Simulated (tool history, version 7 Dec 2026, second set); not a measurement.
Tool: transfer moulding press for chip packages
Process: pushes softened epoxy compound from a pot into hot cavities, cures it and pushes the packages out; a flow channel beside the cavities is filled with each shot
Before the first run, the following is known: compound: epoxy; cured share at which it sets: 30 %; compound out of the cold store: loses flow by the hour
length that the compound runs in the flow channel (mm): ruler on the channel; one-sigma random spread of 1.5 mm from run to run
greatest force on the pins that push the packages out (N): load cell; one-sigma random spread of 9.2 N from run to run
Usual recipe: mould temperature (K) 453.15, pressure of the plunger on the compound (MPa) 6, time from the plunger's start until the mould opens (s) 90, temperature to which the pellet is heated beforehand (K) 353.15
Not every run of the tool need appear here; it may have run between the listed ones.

run,hour,mould temperature (K),pressure of the plunger on the compound (MPa),time from the plunger's start until the mould opens (s),temperature to which the pellet is heated beforehand (K),incoming compound's hours out of the cold store,length that the compound runs in the flow channel (mm),greatest force on the pins that push the packages out (N)
1,0,453.15,6,90,353.15,14.2,704,934
2,11,453.15,6,70,353.15,11.1,718,1625
3,17.4,453.15,5.95,90,353.15,10.8,716,975
4,27.2,453.15,5.95,90,353.15,23.4,668,961
# hour 29.2: cavities cleaned with cleaning compound and waxed
5,39.2,453.15,5.95,90,353.15,13.5,703,568
6,48.8,453.15,6,70,353.15,16.8,693,1047
7,58.5,453.15,6.36,90,353.15,36.8,636,670
8,67.8,453.15,6.36,90,353.15,24.4,679,756
9,77.9,453.15,6.36,90,353.15,17.4,709,836
10,84.1,453.15,6.36,90,353.15,16.3,712,856
11,90.4,453.15,6.36,90,353.15,13,728,883
12,99.5,453.15,6.36,90,353.15,35.6,641,886
13,106.5,453.15,6.36,90,354.15,39.9,621,869
14,111.5,453.15,6.36,90,354.15,47.4,596,906
15,118.3,455.15,6.35,118,345.15,11.1,727,778
16,125.2,447.15,6.35,118,358.15,39.7,640,819
17,134.7,453.15,6,90,363.15,38,612,902
18,144.9,453.15,6.83,124,362.15,15,741,805
# hour 148.8: cavities cleaned with cleaning compound and waxed
19,156,456.15,6.83,124,362.15,18.3,716,397
20,161.3,456.15,6.83,124,362.15,28.4,674,475
21,170.7,453.15,6,90,343.15,14.8,692,668
22,178.5,459.15,6.29,126,362.15,38.3,608,592
23,184.2,453.15,7.36,86,353.15,31.4,698,812
24,190.5,453.15,6,123,344.15,37.8,609,651
25,200.7,453.15,6,109,344.15,14.9,692,734
# hour 205.7: plunger's sealing rings changed
26,212.1,453.15,7.25,110,348.15,31.1,716,721
27,221.1,459.15,7.36,82,349.15,39.3,672,768
28,230.8,459.15,7.36,82,349.15,27.4,721,800

Below are 3 alternative next runs, each starting from the tool's condition after run 28. Predict each:
A,239.3,459.15,5.69,82,349.15,21.8,?,?
B,239.3,447.15,6,90,344.15,32,?,?
C,239.3,454.15,7.36,74,357.15,8.4,?,?

run,length that the compound runs in the flow channel (mm),greatest force on the pins that push the packages out (N)
A,655,860
B,667,1281
C,818,1251
With no hidden state in the tool, these same runs would have given:
run,length that the compound runs in the flow channel (mm),greatest force on the pins that push the packages out (N)
A,659,394
B,672,602
C,823,591

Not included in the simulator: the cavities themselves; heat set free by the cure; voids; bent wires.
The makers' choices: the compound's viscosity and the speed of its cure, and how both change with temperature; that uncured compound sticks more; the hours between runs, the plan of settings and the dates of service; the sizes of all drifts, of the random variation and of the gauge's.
